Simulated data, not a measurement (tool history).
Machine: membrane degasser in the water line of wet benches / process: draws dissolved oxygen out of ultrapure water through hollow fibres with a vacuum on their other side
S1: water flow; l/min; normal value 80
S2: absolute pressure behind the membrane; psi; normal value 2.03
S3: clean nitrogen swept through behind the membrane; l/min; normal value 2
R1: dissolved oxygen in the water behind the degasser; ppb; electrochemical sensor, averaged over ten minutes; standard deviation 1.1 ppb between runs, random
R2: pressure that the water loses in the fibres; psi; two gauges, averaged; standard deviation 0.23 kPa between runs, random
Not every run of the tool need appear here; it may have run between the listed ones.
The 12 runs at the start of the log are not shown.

run    hour   S1    S2    S3     R1      R2
 13  1772.3   80  2.03     2  798.1   8.432
 14  1965.6   63  2.03     2    663   6.638
 15  2092.7   63  2.03     2  664.4   6.643
 16  2298.5   63  2.03     2  665.8   6.606
 17  2386.9   63  2.03     2  663.7   6.621
 18  2579.8   63  2.03     2  664.4    6.64
     2629.5  -- seals of the vacuum lines changed
 19  2785.5   97  2.03     2    922  10.186
 20  2933.2  103  2.03     2  962.5  10.829
 21  3076.1   88  2.03     2  858.6   9.262
 22  3187.9   88  2.03     2    859   9.223
 23  3301.6   88  2.03     2    857   9.329
 24  3393.4   88  2.03     2  856.9   9.281
 25  3555.1   62  1.52  1.12  702.6   6.482
 26  3720.1   86  1.52  3.63  366.2   9.066
 27  3891.5   86  2.55  3.63  692.6   9.081
 28  4044.7   86  2.55  3.45  723.4   9.113
 29  4216.7   86  2.55  3.45  722.3   9.104
 30  4335.6   86  2.55  3.45  722.3   9.104
 31    4528   63  4.41  4.75  763.7    6.66

Forecast each of these 3 alternatives for the next run:
  A  4659.3  54     2  4.75   ?   ?
  B  4659.3  67  4.41  2.84   ?   ?
  C  4659.3  73  2.71  0.88   ?   ?

run      R1     R2
  A   273.8  5.668
  B  1219.4  7.075
  C  1784.3  7.732
With no hidden state in the tool, these same runs would have given:
run      R1     R2
  A   273.7  5.517
  B    1219  6.886
  C  1785.9  7.526

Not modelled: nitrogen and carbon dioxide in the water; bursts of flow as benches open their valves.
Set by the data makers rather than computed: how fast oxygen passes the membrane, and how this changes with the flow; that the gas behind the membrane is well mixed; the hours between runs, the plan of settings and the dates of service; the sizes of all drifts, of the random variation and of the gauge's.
